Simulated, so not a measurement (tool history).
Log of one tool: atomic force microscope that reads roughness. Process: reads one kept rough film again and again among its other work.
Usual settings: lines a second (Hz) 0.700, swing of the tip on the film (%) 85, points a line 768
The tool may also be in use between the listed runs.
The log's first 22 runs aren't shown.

| run | hour | lines a second (Hz) | swing of the tip on the film (%) | points a line | roughness of the kept film (nm (root mean square)) |
|---|---|---|---|---|---|
| 23 | 1227.5 | 0.700 | 85 | 1008 | 4.293 |
|  | 1261.8 | new tip fitted |
| 24 | 1274.1 | 0.700 | 85 | 768 | 4.712 |
| 25 | 1320.5 | 0.700 | 85 | 768 | 4.568 |
| 26 | 1371.7 | 0.620 | 85 | 768 | 4.468 |
| 27 | 1414.5 | 3.346 | 85 | 277 | 3.771 |
|  | 1459.7 | new tip fitted |
| 28 | 1473.7 | 3.097 | 58 | 374 | 4.685 |
| 29 | 1512.0 | 3.097 | 58 | 374 | 4.595 |
| 30 | 1579.4 | 0.629 | 85 | 768 | 4.426 |
|  | 1657.7 | new tip fitted |
| 31 | 1657.7 | 0.867 | 58 | 337 | 4.858 |
| 32 | 1742.9 | 2.796 | 58 | 517 | 4.522 |
| 33 | 1828.7 | 1.992 | 56 | 932 | 4.347 |
|  | 1859.3 | new tip fitted |
| 34 | 1905.0 | 1.291 | 59 | 776 | 4.716 |

Forecast run 35:
| 35 | 1978.4 | 2.538 | 85 | 267 | ? |

roughness of the kept film (nm (root mean square)): 3.981
Without the tool's hidden state the same run would have given roughness of the kept film (nm (root mean square)) 4.247.
